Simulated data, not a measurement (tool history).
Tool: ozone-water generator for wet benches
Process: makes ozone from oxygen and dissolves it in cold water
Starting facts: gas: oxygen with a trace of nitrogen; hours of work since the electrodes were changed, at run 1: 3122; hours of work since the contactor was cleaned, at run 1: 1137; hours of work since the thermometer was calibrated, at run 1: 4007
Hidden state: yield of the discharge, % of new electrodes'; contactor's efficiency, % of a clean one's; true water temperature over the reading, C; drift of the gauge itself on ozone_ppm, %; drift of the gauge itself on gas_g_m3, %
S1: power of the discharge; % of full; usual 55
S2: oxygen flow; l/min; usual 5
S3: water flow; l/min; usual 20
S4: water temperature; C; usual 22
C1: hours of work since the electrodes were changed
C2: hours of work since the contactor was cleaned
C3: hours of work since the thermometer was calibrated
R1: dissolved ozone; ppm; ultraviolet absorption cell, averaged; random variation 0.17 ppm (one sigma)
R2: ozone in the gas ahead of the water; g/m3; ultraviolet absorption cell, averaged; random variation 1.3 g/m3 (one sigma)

Run 1, hour 0: usual settings; C1 3122; C2 1137; C3 4007. Result: R1 20.9 ppm, R2 220.3 g/m3.
Run 2, hour 68.3: usual settings; C1 3189; C2 1204; C3 4073. Result: R1 20.8 ppm, R2 219.1 g/m3.
At hour 74.7: water thermometer calibrated.
Run 3, hour 128.1: usual settings; C1 3247; C2 1262; C3 52. Result: R1 20.9 ppm, R2 221.2 g/m3.
Run 4, hour 173.2: usual settings; C1 3291; C2 1306; C3 96. Result: R1 21 ppm, R2 216.9 g/m3.
Run 5, hour 262.8: usual settings; C1 3378; C2 1393; C3 183. Result: R1 20.9 ppm, R2 218.8 g/m3.
At hour 272.8: contactor cleaned.
Run 6, hour 362.5: usual settings; C1 3472; C2 88; C3 277. Result: R1 20.5 ppm, R2 216.5 g/m3.
Run 7, hour 467.6: usual settings; C1 3574; C2 190; C3 379. Result: R1 20.8 ppm, R2 216.6 g/m3.
At hour 550.2: contactor cleaned, once more.
Run 8, hour 569.5: usual settings; C1 3670; C2 19; C3 475. Result: R1 20.8 ppm, R2 216.7 g/m3.
Run 9, hour 638.3: usual settings but S2 3.25 l/min; C1 3737; C2 86; C3 542. Result: R1 20.1 ppm, R2 269.6 g/m3.
Run 10, hour 718.7: usual settings but S2 3.25 l/min; C1 3815; C2 164; C3 620. Result: R1 20.2 ppm, R2 268 g/m3.
Run 11, hour 808: usual settings but S1 54 % of full, S4 20 C; C1 3902; C2 251; C3 708. Result: R1 21.2 ppm, R2 214.1 g/m3.
Run 12, hour 902: usual settings but S1 54 % of full, S4 20 C; C1 3994; C2 343; C3 799. Result: R1 21.2 ppm, R2 213.6 g/m3.
Run 13, hour 946.5: usual settings but S1 81 % of full, S2 7.7 l/min, S4 15 C; C1 4037; C2 387; C3 843. Result: R1 27.5 ppm, R2 206.1 g/m3.
Run 14, hour 1053.1: usual settings but S2 7.16 l/min; C1 4141; C2 491; C3 947. Result: R1 20.3 ppm, R2 178 g/m3.
Run 15, hour 1136: usual settings but S4 16 C; C1 4222; C2 571; C3 1028. Result: R1 22 ppm, R2 212.3 g/m3.
Run 16, hour 1223.1: usual settings but S1 41 % of full, S2 6.05 l/min, S4 18 C; C1 4307; C2 656; C3 1113. Result: R1 18.7 ppm, R2 168.1 g/m3.

Alternative continuations, all from the tool just after run 16; predict every row:
Run A, hour 1303.7: usual settings but S1 41 % of full, S2 4.36 l/min, S3 16 l/min; C1 4386; C2 735; C3 1191. Result: R1 ?, R2 ?.
Run B, hour 1303.7: usual settings but S1 74 % of full, S2 6.05 l/min, S3 17 l/min, S4 18 C; C1 4386; C2 735; C3 1191. Result: R1 ?, R2 ?.
Run C, hour 1303.7: usual settings but S1 41 % of full, S2 6.05 l/min, S3 15 l/min, S4 18 C; C1 4386; C2 735; C3 1191. Result: R1 ?, R2 ?.
Run D, hour 1303.7: usual settings but S1 56 % of full, S2 2.97 l/min, S3 16 l/min; C1 4386; C2 735; C3 1191. Result: R1 ?, R2 ?.
Run E, hour 1303.7: usual settings but S1 86 % of full, S2 5.01 l/min, S4 16 C; C1 4386; C2 735; C3 1191. Result: R1 ?, R2 ?.

run    R1     R2
  A    21  198.1
  B  28.5  222.7
  C  23.3  168.8
  D  23.7  276.9
  E  27.6    260
What these runs would have given with no unlogged condition in the tool:
run    R1     R2
  A  23.5  220.8
  B  33.4  259.2
  C  26.1  188.2
  D  27.2    316
  E  32.7  306.5
